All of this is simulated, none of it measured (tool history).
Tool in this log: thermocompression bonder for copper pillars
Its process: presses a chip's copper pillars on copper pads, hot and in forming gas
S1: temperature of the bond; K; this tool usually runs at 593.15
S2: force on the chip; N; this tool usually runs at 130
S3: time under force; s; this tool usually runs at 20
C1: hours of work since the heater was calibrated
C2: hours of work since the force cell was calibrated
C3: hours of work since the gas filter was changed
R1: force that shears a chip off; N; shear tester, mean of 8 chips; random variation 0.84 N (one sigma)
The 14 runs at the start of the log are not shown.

{"run": 15, "hour": 500.9, "S1": 614.15, "S2": 130, "S3": 20, "C1": 1358, "C2": 266, "C3": 191, "R1": 71.3}
{"run": 16, "hour": 547.9, "S1": 614.15, "S2": 130, "S3": 20, "C1": 1385, "C2": 293, "C3": 219, "R1": 71.6}
{"run": 17, "hour": 569.8, "S1": 593.15, "S2": 130, "S3": 10, "C1": 1398, "C2": 306, "C3": 232, "R1": 46.2}
{"run": 18, "hour": 606.7, "S1": 569.15, "S2": 89, "S3": 20, "C1": 1419, "C2": 328, "C3": 253, "R1": 33.9}
{"run": 19, "hour": 627.8, "S1": 600.15, "S2": 98, "S3": 29, "C1": 1432, "C2": 340, "C3": 265, "R1": 58.9}
{"hour": 662.1, "done": "heater calibrated with a thermocouple chip"}
{"run": 20, "hour": 662.5, "S1": 616.15, "S2": 130, "S3": 55, "C1": 0, "C2": 359, "C3": 285, "R1": 88.3}
{"run": 21, "hour": 691.0, "S1": 622.15, "S2": 189, "S3": 26, "C1": 17, "C2": 376, "C3": 301, "R1": 89.3}
{"run": 22, "hour": 720.2, "S1": 576.15, "S2": 130, "S3": 31, "C1": 34, "C2": 393, "C3": 318, "R1": 62}
{"run": 23, "hour": 755.6, "S1": 614.15, "S2": 95, "S3": 34, "C1": 55, "C2": 414, "C3": 339, "R1": 73.6}
{"run": 24, "hour": 778.6, "S1": 620.15, "S2": 95, "S3": 22, "C1": 68, "C2": 427, "C3": 352, "R1": 69}
{"run": 25, "hour": 819.4, "S1": 603.15, "S2": 80, "S3": 22, "C1": 92, "C2": 451, "C3": 376, "R1": 54.9}
{"run": 26, "hour": 848.7, "S1": 564.15, "S2": 80, "S3": 22, "C1": 109, "C2": 468, "C3": 393, "R1": 34.8}
{"run": 27, "hour": 888.2, "S1": 622.15, "S2": 130, "S3": 20, "C1": 132, "C2": 491, "C3": 416, "R1": 77.7}
{"hour": 912.7, "done": "forming gas filter changed"}
{"run": 28, "hour": 927.0, "S1": 608.15, "S2": 114, "S3": 20, "C1": 154, "C2": 513, "C3": 8, "R1": 70.2}
{"run": 29, "hour": 951.3, "S1": 591.15, "S2": 103, "S3": 11, "C1": 169, "C2": 528, "C3": 23, "R1": 46.9}
{"run": 30, "hour": 980.9, "S1": 593.15, "S2": 90, "S3": 50, "C1": 186, "C2": 545, "C3": 40, "R1": 69.9}

Below are 3 alternative next runs, each starting from the tool's condition after run 30. Predict each:
{"run": "A", "hour": 1019.9, "S1": 608.15, "S2": 177, "S3": 25, "C1": 209, "C2": 568, "C3": 63, "R1": "?"}
{"run": "B", "hour": 1019.9, "S1": 581.15, "S2": 127, "S3": 34, "C1": 209, "C2": 568, "C3": 63, "R1": "?"}
{"run": "C", "hour": 1019.9, "S1": 593.15, "S2": 90, "S3": 44, "C1": 209, "C2": 568, "C3": 63, "R1": "?"}

run=A R1=85.8
run=B R1=65.2
run=C R1=66.9
What these runs would have given with no unlogged condition in the tool:
run=A R1=88.5
run=B R1=68.6
run=C R1=70.3
